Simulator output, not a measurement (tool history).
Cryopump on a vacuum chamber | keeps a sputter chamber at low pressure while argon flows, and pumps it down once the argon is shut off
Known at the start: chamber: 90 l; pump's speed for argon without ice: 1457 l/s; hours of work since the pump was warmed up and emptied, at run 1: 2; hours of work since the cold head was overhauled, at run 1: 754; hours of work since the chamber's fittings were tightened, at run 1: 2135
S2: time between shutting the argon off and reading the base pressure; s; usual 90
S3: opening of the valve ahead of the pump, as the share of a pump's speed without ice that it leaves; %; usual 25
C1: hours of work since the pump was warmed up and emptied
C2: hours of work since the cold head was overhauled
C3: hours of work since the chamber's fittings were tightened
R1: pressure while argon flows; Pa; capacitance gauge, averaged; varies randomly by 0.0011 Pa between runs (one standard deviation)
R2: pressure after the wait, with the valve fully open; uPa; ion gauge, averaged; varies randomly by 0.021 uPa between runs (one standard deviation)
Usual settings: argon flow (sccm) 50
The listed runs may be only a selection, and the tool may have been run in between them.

{"run": 1, "hour": 0.0, "argon flow (sccm)": 50, "S2": 90, "S3": 25, "C1": 2, "C2": 754, "C3": 2135, "R1": 0.2333, "R2": 1.49}
{"run": 2, "hour": 41.4, "argon flow (sccm)": 50, "S2": 90, "S3": 25, "C1": 23, "C2": 776, "C3": 2157, "R1": 0.2331, "R2": 1.54}
{"run": 3, "hour": 63.4, "argon flow (sccm)": 50, "S2": 90, "S3": 25, "C1": 35, "C2": 787, "C3": 2168, "R1": 0.2329, "R2": 1.56}
{"run": 4, "hour": 81.6, "argon flow (sccm)": 50, "S2": 90, "S3": 27, "C1": 44, "C2": 796, "C3": 2177, "R1": 0.2176, "R2": 1.56}
{"run": 5, "hour": 111.9, "argon flow (sccm)": 50, "S2": 90, "S3": 27, "C1": 60, "C2": 812, "C3": 2193, "R1": 0.2177, "R2": 1.55}
{"run": 6, "hour": 137.7, "argon flow (sccm)": 50, "S2": 90, "S3": 27, "C1": 73, "C2": 825, "C3": 2206, "R1": 0.2165, "R2": 1.59}
{"run": 7, "hour": 174.9, "argon flow (sccm)": 50, "S2": 90, "S3": 27, "C1": 93, "C2": 845, "C3": 2226, "R1": 0.2186, "R2": 1.57}
{"run": 8, "hour": 209.5, "argon flow (sccm)": 50, "S2": 90, "S3": 25, "C1": 110, "C2": 863, "C3": 2244, "R1": 0.2356, "R2": 1.64}
{"run": 9, "hour": 251.9, "argon flow (sccm)": 27, "S2": 90, "S3": 25, "C1": 132, "C2": 885, "C3": 2266, "R1": 0.1275, "R2": 1.62}
{"run": 10, "hour": 281.3, "argon flow (sccm)": 22, "S2": 90, "S3": 25, "C1": 148, "C2": 900, "C3": 2281, "R1": 0.1051, "R2": 1.61}
{"run": 11, "hour": 321.0, "argon flow (sccm)": 50, "S2": 279, "S3": 25, "C1": 168, "C2": 920, "C3": 2301, "R1": 0.2347, "R2": 1.49}
{"run": 12, "hour": 358.3, "argon flow (sccm)": 50, "S2": 279, "S3": 25, "C1": 188, "C2": 940, "C3": 2321, "R1": 0.234, "R2": 1.49}
{"run": 13, "hour": 393.7, "argon flow (sccm)": 50, "S2": 279, "S3": 25, "C1": 206, "C2": 958, "C3": 2339, "R1": 0.2373, "R2": 1.52}
{"run": 14, "hour": 426.7, "argon flow (sccm)": 50, "S2": 279, "S3": 25, "C1": 223, "C2": 975, "C3": 2356, "R1": 0.238, "R2": 1.54}
{"run": 15, "hour": 460.7, "argon flow (sccm)": 50, "S2": 279, "S3": 25, "C1": 241, "C2": 993, "C3": 2374, "R1": 0.2379, "R2": 1.55}
{"run": 16, "hour": 486.5, "argon flow (sccm)": 50, "S2": 279, "S3": 25, "C1": 254, "C2": 1006, "C3": 2387, "R1": 0.2379, "R2": 1.53}
{"run": 17, "hour": 504.0, "argon flow (sccm)": 50, "S2": 279, "S3": 25, "C1": 263, "C2": 1015, "C3": 2396, "R1": 0.2394, "R2": 1.54}
{"run": 18, "hour": 543.2, "argon flow (sccm)": 50, "S2": 90, "S3": 25, "C1": 283, "C2": 1035, "C3": 2416, "R1": 0.2394, "R2": 1.81}
{"run": 19, "hour": 581.5, "argon flow (sccm)": 56, "S2": 43, "S3": 26, "C1": 303, "C2": 1055, "C3": 2436, "R1": 0.2601, "R2": 2.06}
{"run": 20, "hour": 599.2, "argon flow (sccm)": 56, "S2": 43, "S3": 26, "C1": 312, "C2": 1065, "C3": 2445, "R1": 0.2587, "R2": 2.14}
{"run": 21, "hour": 621.2, "argon flow (sccm)": 56, "S2": 43, "S3": 26, "C1": 324, "C2": 1076, "C3": 2457, "R1": 0.2581, "R2": 2.12}
{"run": 22, "hour": 639.5, "argon flow (sccm)": 56, "S2": 43, "S3": 16, "C1": 333, "C2": 1085, "C3": 2466, "R1": 0.4159, "R2": 2.11}
{"run": 23, "hour": 679.5, "argon flow (sccm)": 85, "S2": 128, "S3": 16, "C1": 354, "C2": 1106, "C3": 2487, "R1": 0.6313, "R2": 1.75}
{"run": 24, "hour": 718.3, "argon flow (sccm)": 93, "S2": 128, "S3": 29, "C1": 374, "C2": 1126, "C3": 2507, "R1": 0.3861, "R2": 1.74}
{"run": 25, "hour": 741.9, "argon flow (sccm)": 25, "S2": 90, "S3": 51, "C1": 386, "C2": 1138, "C3": 2519, "R1": 0.0607, "R2": 1.87}
{"run": 26, "hour": 772.7, "argon flow (sccm)": 80, "S2": 77, "S3": 23, "C1": 402, "C2": 1154, "C3": 2535, "R1": 0.4194, "R2": 1.89}
{"run": 27, "hour": 792.8, "argon flow (sccm)": 25, "S2": 62, "S3": 58, "C1": 413, "C2": 1165, "C3": 2546, "R1": 0.0552, "R2": 2.03}
{"run": 28, "hour": 821.7, "argon flow (sccm)": 50, "S2": 125, "S3": 35, "C1": 428, "C2": 1180, "C3": 2561, "R1": 0.176, "R2": 1.85}
{"run": 29, "hour": 858.5, "argon flow (sccm)": 55, "S2": 90, "S3": 25, "C1": 447, "C2": 1199, "C3": 2580, "R1": 0.266, "R2": 1.88}
{"run": 30, "hour": 896.5, "argon flow (sccm)": 83, "S2": 90, "S3": 25, "C1": 466, "C2": 1219, "C3": 2599, "R1": 0.4029, "R2": 1.99}
{"run": 31, "hour": 924.0, "argon flow (sccm)": 50, "S2": 132, "S3": 19, "C1": 481, "C2": 1233, "C3": 2614, "R1": 0.3184, "R2": 1.84}
{"hour": 944.7, "done": "leaking fittings of the chamber tightened, without venting"}
{"run": 32, "hour": 951.4, "argon flow (sccm)": 50, "S2": 132, "S3": 19, "C1": 494, "C2": 1246, "C3": 3, "R1": 0.3156, "R2": 0.47}
{"run": 33, "hour": 991.7, "argon flow (sccm)": 80, "S2": 21, "S3": 18, "C1": 515, "C2": 1267, "C3": 24, "R1": 0.5287, "R2": 1.55}
{"run": 34, "hour": 1032.7, "argon flow (sccm)": 80, "S2": 21, "S3": 18, "C1": 536, "C2": 1288, "C3": 46, "R1": 0.535, "R2": 1.58}
{"run": 35, "hour": 1054.5, "argon flow (sccm)": 20, "S2": 51, "S3": 37, "C1": 547, "C2": 1299, "C3": 57, "R1": 0.0676, "R2": 0.84}

Alternative continuations, all from the tool just after run 35; predict every row:
{"run": "A", "hour": 1080.6, "argon flow (sccm)": 53, "S2": 188, "S3": 47, "C1": 561, "C2": 1313, "C3": 70, "R1": "?", "R2": "?"}
{"run": "B", "hour": 1080.6, "argon flow (sccm)": 50, "S2": 90, "S3": 15, "C1": 561, "C2": 1313, "C3": 70, "R1": "?", "R2": "?"}
{"run": "C", "hour": 1080.6, "argon flow (sccm)": 33, "S2": 40, "S3": 16, "C1": 561, "C2": 1313, "C3": 70, "R1": "?", "R2": "?"}

run=A R1=0.1445 R2=0.45
run=B R1=0.3985 R2=0.62
run=C R1=0.2478 R2=0.94
Without the tool's hidden state the same runs would have given:
run=A R1=0.1307 R2=0.33
run=B R1=0.3856 R2=0.50
run=C R1=0.2392 R2=0.82
